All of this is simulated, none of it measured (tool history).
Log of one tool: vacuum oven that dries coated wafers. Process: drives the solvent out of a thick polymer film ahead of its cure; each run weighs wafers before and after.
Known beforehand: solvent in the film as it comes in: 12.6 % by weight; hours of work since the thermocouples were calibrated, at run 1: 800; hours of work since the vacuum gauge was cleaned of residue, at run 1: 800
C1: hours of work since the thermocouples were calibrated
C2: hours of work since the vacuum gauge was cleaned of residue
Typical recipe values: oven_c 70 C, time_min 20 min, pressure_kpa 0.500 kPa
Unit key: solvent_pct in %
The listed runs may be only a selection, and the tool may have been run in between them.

{"run": 1, "hour": 0.0, "oven_c": 70, "time_min": 20, "pressure_kpa": 0.5, "C1": 800, "C2": 800, "solvent_pct": 0.82}
{"run": 2, "hour": 20.1, "oven_c": 70, "time_min": 20, "pressure_kpa": 0.5, "C1": 814, "C2": 814, "solvent_pct": 0.79}
{"run": 3, "hour": 38.1, "oven_c": 70, "time_min": 20, "pressure_kpa": 0.5, "C1": 827, "C2": 827, "solvent_pct": 0.79}
{"run": 4, "hour": 63.4, "oven_c": 70, "time_min": 20, "pressure_kpa": 0.5, "C1": 845, "C2": 845, "solvent_pct": 0.83}
{"run": 5, "hour": 90.9, "oven_c": 70, "time_min": 20, "pressure_kpa": 0.5, "C1": 864, "C2": 864, "solvent_pct": 0.9}
{"run": 6, "hour": 114.2, "oven_c": 70, "time_min": 20, "pressure_kpa": 0.5, "C1": 880, "C2": 880, "solvent_pct": 0.81}
{"run": 7, "hour": 151.3, "oven_c": 70, "time_min": 20, "pressure_kpa": 0.5, "C1": 906, "C2": 906, "solvent_pct": 0.81}
{"run": 8, "hour": 169.4, "oven_c": 70, "time_min": 20, "pressure_kpa": 1.738, "C1": 919, "C2": 919, "solvent_pct": 1.32}
{"run": 9, "hour": 203.7, "oven_c": 80, "time_min": 20, "pressure_kpa": 0.5, "C1": 942, "C2": 942, "solvent_pct": 0.3}
{"run": 10, "hour": 222.7, "oven_c": 70, "time_min": 20, "pressure_kpa": 0.5, "C1": 956, "C2": 956, "solvent_pct": 0.84}
{"run": 11, "hour": 246.7, "oven_c": 70, "time_min": 20, "pressure_kpa": 0.5, "C1": 972, "C2": 972, "solvent_pct": 0.8}
{"run": 12, "hour": 284.1, "oven_c": 69, "time_min": 20, "pressure_kpa": 0.5, "C1": 999, "C2": 999, "solvent_pct": 0.93}
{"run": 13, "hour": 318.1, "oven_c": 69, "time_min": 20, "pressure_kpa": 0.5, "C1": 1022, "C2": 1022, "solvent_pct": 0.97}
{"run": 14, "hour": 336.3, "oven_c": 76, "time_min": 20, "pressure_kpa": 0.5, "C1": 1035, "C2": 1035, "solvent_pct": 0.23}
{"run": 15, "hour": 353.7, "oven_c": 76, "time_min": 20, "pressure_kpa": 0.5, "C1": 1047, "C2": 1047, "solvent_pct": 0.2}
{"run": 16, "hour": 392.0, "oven_c": 70, "time_min": 20, "pressure_kpa": 0.5, "C1": 1074, "C2": 1074, "solvent_pct": 0.88}
{"run": 17, "hour": 430.0, "oven_c": 70, "time_min": 20, "pressure_kpa": 0.5, "C1": 1100, "C2": 1100, "solvent_pct": 0.77}
{"run": 18, "hour": 457.9, "oven_c": 70, "time_min": 20, "pressure_kpa": 0.5, "C1": 1120, "C2": 1120, "solvent_pct": 0.79}
{"run": 19, "hour": 476.3, "oven_c": 70, "time_min": 20, "pressure_kpa": 0.5, "C1": 1133, "C2": 1133, "solvent_pct": 0.9}
{"run": 20, "hour": 492.0, "oven_c": 70, "time_min": 13, "pressure_kpa": 0.5, "C1": 1144, "C2": 1144, "solvent_pct": 1.9}
{"run": 21, "hour": 512.6, "oven_c": 70, "time_min": 13, "pressure_kpa": 0.5, "C1": 1158, "C2": 1158, "solvent_pct": 1.81}
{"run": 22, "hour": 546.2, "oven_c": 70, "time_min": 13, "pressure_kpa": 0.5, "C1": 1181, "C2": 1181, "solvent_pct": 1.76}
{"run": 23, "hour": 570.9, "oven_c": 70, "time_min": 20, "pressure_kpa": 0.5, "C1": 1199, "C2": 1199, "solvent_pct": 0.87}
{"run": 24, "hour": 589.2, "oven_c": 70, "time_min": 20, "pressure_kpa": 0.5, "C1": 1211, "C2": 1211, "solvent_pct": 0.86}
{"run": 25, "hour": 621.4, "oven_c": 61, "time_min": 14, "pressure_kpa": 0.361, "C1": 1234, "C2": 1234, "solvent_pct": 3.96}
{"run": 26, "hour": 654.3, "oven_c": 72, "time_min": 13, "pressure_kpa": 1.239, "C1": 1257, "C2": 1257, "solvent_pct": 1.68}
{"run": 27, "hour": 693.0, "oven_c": 72, "time_min": 13, "pressure_kpa": 1.239, "C1": 1284, "C2": 1284, "solvent_pct": 1.68}
{"run": 28, "hour": 719.1, "oven_c": 65, "time_min": 18, "pressure_kpa": 1.082, "C1": 1302, "C2": 1302, "solvent_pct": 2.26}
{"run": 29, "hour": 746.0, "oven_c": 69, "time_min": 20, "pressure_kpa": 0.42, "C1": 1321, "C2": 1321, "solvent_pct": 0.94}
{"run": 30, "hour": 771.3, "oven_c": 73, "time_min": 13, "pressure_kpa": 1.215, "C1": 1338, "C2": 1338, "solvent_pct": 1.49}
{"run": 31, "hour": 803.8, "oven_c": 70, "time_min": 20, "pressure_kpa": 0.625, "C1": 1361, "C2": 1361, "solvent_pct": 0.84}
{"run": 32, "hour": 820.2, "oven_c": 84, "time_min": 20, "pressure_kpa": 1.813, "C1": 1372, "C2": 1372, "solvent_pct": 0.55}
{"run": 33, "hour": 839.9, "oven_c": 84, "time_min": 20, "pressure_kpa": 1.813, "C1": 1386, "C2": 1386, "solvent_pct": 0.44}
{"run": 34, "hour": 876.7, "oven_c": 84, "time_min": 20, "pressure_kpa": 1.813, "C1": 1412, "C2": 1412, "solvent_pct": 0.51}
{"run": 35, "hour": 905.8, "oven_c": 65, "time_min": 11, "pressure_kpa": 1.841, "C1": 1432, "C2": 1432, "solvent_pct": 4.08}
{"run": 36, "hour": 942.7, "oven_c": 75, "time_min": 19, "pressure_kpa": 0.5, "C1": 1458, "C2": 1458, "solvent_pct": 0.43}
{"run": 37, "hour": 960.9, "oven_c": 71, "time_min": 22, "pressure_kpa": 0.409, "C1": 1471, "C2": 1471, "solvent_pct": 0.56}
{"run": 38, "hour": 992.5, "oven_c": 79, "time_min": 13, "pressure_kpa": 1.286, "C1": 1493, "C2": 1493, "solvent_pct": 0.69}
{"run": 39, "hour": 1029.8, "oven_c": 57, "time_min": 20, "pressure_kpa": 0.692, "C1": 1519, "C2": 1519, "solvent_pct": 3.91}
{"run": 40, "hour": 1056.1, "oven_c": 57, "time_min": 14, "pressure_kpa": 0.766, "C1": 1537, "C2": 1537, "solvent_pct": 5.19}
{"run": 41, "hour": 1091.0, "oven_c": 57, "time_min": 20, "pressure_kpa": 0.341, "C1": 1561, "C2": 1561, "solvent_pct": 3.81}
{"run": 42, "hour": 1115.0, "oven_c": 58, "time_min": 13, "pressure_kpa": 0.5, "C1": 1578, "C2": 1578, "solvent_pct": 5.12}
{"run": 43, "hour": 1139.7, "oven_c": 57, "time_min": 31, "pressure_kpa": 1.529, "C1": 1595, "C2": 1595, "solvent_pct": 3.05}
{"run": 44, "hour": 1166.5, "oven_c": 72, "time_min": 20, "pressure_kpa": 0.5, "C1": 1614, "C2": 1614, "solvent_pct": 0.64}
{"run": 45, "hour": 1204.5, "oven_c": 72, "time_min": 20, "pressure_kpa": 0.5, "C1": 1641, "C2": 1641, "solvent_pct": 0.56}
{"run": 46, "hour": 1238.9, "oven_c": 85, "time_min": 13, "pressure_kpa": 1.024, "C1": 1665, "C2": 1665, "solvent_pct": 0.29}
{"run": 47, "hour": 1262.0, "oven_c": 68, "time_min": 22, "pressure_kpa": 0.306, "C1": 1681, "C2": 1681, "solvent_pct": 0.93}
{"hour": 1274.4, "done": "oven's thermocouples calibrated"}
{"hour": 1284.5, "done": "vacuum gauge cleaned of residue and calibrated"}
{"run": 48, "hour": 1286.1, "oven_c": 83, "time_min": 20, "pressure_kpa": 0.5, "C1": 7, "C2": 1, "solvent_pct": 0.14}

3 ways to go on from here, each from the tool as it stands after run 48. What would each give?
{"run": "A", "hour": 1302.5, "oven_c": 63, "time_min": 20, "pressure_kpa": 1.583, "C1": 19, "C2": 13, "solvent_pct": "?"}
{"run": "B", "hour": 1302.5, "oven_c": 62, "time_min": 23, "pressure_kpa": 1.517, "C1": 19, "C2": 13, "solvent_pct": "?"}
{"run": "C", "hour": 1302.5, "oven_c": 83, "time_min": 27, "pressure_kpa": 0.5, "C1": 19, "C2": 13, "solvent_pct": "?"}

run=A solvent_pct=2.76
run=B solvent_pct=2.50
run=C solvent_pct=0.16
With no hidden state in the tool, these same runs would have given:
run=A solvent_pct=2.75
run=B solvent_pct=2.50
run=C solvent_pct=0.16
